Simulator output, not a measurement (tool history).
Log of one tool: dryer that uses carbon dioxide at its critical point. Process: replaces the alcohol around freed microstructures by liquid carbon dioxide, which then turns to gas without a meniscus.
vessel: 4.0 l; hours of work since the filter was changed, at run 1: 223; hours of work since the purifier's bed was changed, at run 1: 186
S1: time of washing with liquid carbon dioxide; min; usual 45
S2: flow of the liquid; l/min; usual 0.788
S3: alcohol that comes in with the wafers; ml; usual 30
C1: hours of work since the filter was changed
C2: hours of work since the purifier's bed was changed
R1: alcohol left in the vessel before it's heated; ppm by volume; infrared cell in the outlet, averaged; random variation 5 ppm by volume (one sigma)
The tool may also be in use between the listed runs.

run 1 hour=0.0 | S1=45 S2=0.788 S3=30 | C1=223 C2=186 | R1=22
run 2 hour=8.4 | S1=28 S2=0.788 S3=30 | C1=227 C2=190 | R1=73
run 3 hour=21.3 | S1=28 S2=0.788 S3=30 | C1=232 C2=195 | R1=79
run 4 hour=32.6 | S1=45 S2=0.788 S3=30 | C1=237 C2=199 | R1=20
run 5 hour=39.0 | S1=45 S2=0.788 S3=30 | C1=239 C2=202 | R1=20
run 6 hour=51.5 | S1=28 S2=0.788 S3=30 | C1=244 C2=207 | R1=84
-- hour=53.7 inlet filter changed
run 7 hour=64.5 | S1=28 S2=0.788 S3=30 | C1=4 C2=212 | R1=52
run 8 hour=77.0 | S1=28 S2=0.788 S3=30 | C1=9 C2=217 | R1=55
run 9 hour=89.0 | S1=28 S2=0.788 S3=30 | C1=14 C2=222 | R1=53
run 10 hour=97.0 | S1=38 S2=0.788 S3=30 | C1=17 C2=225 | R1=26
run 11 hour=109.3 | S1=38 S2=0.788 S3=30 | C1=22 C2=230 | R1=24
run 12 hour=117.1 | S1=38 S2=0.788 S3=30 | C1=26 C2=233 | R1=26
run 13 hour=128.3 | S1=45 S2=0.788 S3=30 | C1=30 C2=237 | R1=20
run 14 hour=138.3 | S1=45 S2=0.788 S3=30 | C1=34 C2=241 | R1=24
run 15 hour=144.7 | S1=45 S2=0.788 S3=30 | C1=37 C2=244 | R1=22
run 16 hour=155.5 | S1=45 S2=0.788 S3=30 | C1=41 C2=248 | R1=27
run 17 hour=167.2 | S1=45 S2=0.788 S3=30 | C1=46 C2=253 | R1=31
run 18 hour=176.1 | S1=45 S2=0.788 S3=30 | C1=49 C2=257 | R1=16
run 19 hour=185.3 | S1=45 S2=0.788 S3=30 | C1=53 C2=260 | R1=29

The next listed run, before its measurement:
run 20 hour=194.8 | S1=69 S2=0.788 S3=30 | C1=57 C2=264 | R1=?

{"run 20": {"R1": 28}}
Without the tool's hidden state the same run would have given R1 10 ppm by volume.
